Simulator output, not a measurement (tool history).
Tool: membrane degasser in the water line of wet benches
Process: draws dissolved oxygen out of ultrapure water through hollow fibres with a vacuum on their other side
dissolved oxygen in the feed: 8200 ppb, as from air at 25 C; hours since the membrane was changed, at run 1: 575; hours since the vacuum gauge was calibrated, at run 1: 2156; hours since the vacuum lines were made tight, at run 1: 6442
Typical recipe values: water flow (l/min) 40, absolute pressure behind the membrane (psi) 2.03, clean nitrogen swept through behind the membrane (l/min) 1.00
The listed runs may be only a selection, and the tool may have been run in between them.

| run | day | water flow (l/min) | absolute pressure behind the membrane (psi) | clean nitrogen swept through behind the membrane (l/min) | hours since the membrane was changed | hours since the vacuum gauge was calibrated | hours since the vacuum lines were made tight | dissolved oxygen in the water behind the degasser (ppb) | pressure that the water loses in the fibres (psi) |
|---|---|---|---|---|---|---|---|---|---|
| 1 | 0.000 | 40 | 2.03 | 1.00 | 575 | 2156 | 6442 | 803.5 | 5.558 |
| 2 | 1.654 | 58 | 2.03 | 1.00 | 615 | 2195 | 6482 | 1053.4 | 7.989 |
| 3 | 3.929 | 40 | 2.03 | 2.60 | 670 | 2250 | 6536 | 371.1 | 5.539 |
| 4 | 6.058 | 40 | 2.03 | 1.00 | 721 | 2301 | 6587 | 801.7 | 5.509 |
| 5 | 7.396 | 40 | 2.03 | 1.00 | 753 | 2333 | 6619 | 803.0 | 5.511 |
| 6 | 8.600 | 40 | 2.03 | 1.00 | 782 | 2362 | 6648 | 803.5 | 5.504 |
| 7 | 10.954 | 40 | 2.03 | 2.73 | 838 | 2419 | 6705 | 356.2 | 5.516 |
| 8 | 12.238 | 40 | 2.03 | 1.00 | 869 | 2449 | 6736 | 803.1 | 5.482 |
| 9 | 14.488 | 40 | 2.03 | 1.00 | 923 | 2503 | 6790 | 803.3 | 5.524 |
| 10 | 15.558 | 40 | 2.77 | 1.00 | 949 | 2529 | 6815 | 1135.6 | 5.506 |
| 11 | 16.592 | 40 | 2.77 | 1.00 | 973 | 2554 | 6840 | 1135.5 | 5.524 |
| 12 | 17.600 | 40 | 2.77 | 1.00 | 998 | 2578 | 6864 | 1136.0 | 5.513 |
| 13 | 19.954 | 40 | 2.77 | 1.00 | 1054 | 2635 | 6921 | 1137.2 | 5.519 |
| 14 | 21.508 | 40 | 2.03 | 1.64 | 1091 | 2672 | 6958 | 546.3 | 5.510 |
| 15 | 23.146 | 40 | 2.39 | 0.41 | 1131 | 2711 | 6997 | 1735.3 | 5.520 |
| 16 | 24.921 | 40 | 2.39 | 0.41 | 1173 | 2754 | 7040 | 1731.1 | 5.538 |
| 17 | 26.529 | 40 | 1.48 | 1.13 | 1212 | 2792 | 7079 | 490.1 | 5.533 |
| 18 | 27.938 | 48 | 4.73 | 1.00 | 1246 | 2826 | 7112 | 2146.5 | 6.580 |
| 19 | 29.142 | 38 | 3.18 | 1.00 | 1275 | 2855 | 7141 | 1260.0 | 5.230 |
| 20 | 31.171 | 40 | 1.86 | 1.37 | 1323 | 2904 | 7190 | 565.4 | 5.520 |
| 21 | 32.304 | 59 | 4.41 | 2.67 | 1351 | 2931 | 7217 | 1171.5 | 8.096 |

Predict the results of run 22:
| 22 | 34.138 | 27 | 4.41 | 1.38 | 1395 | 2975 | 7261 | ? | ? |

Run 22 gave dissolved oxygen in the water behind the degasser (ppb) 1054.8, pressure that the water loses in the fibres (psi) 3.706.
Without the tool's hidden state the same run would have given dissolved oxygen in the water behind the degasser (ppb) 1054.6, pressure that the water loses in the fibres (psi) 3.706.
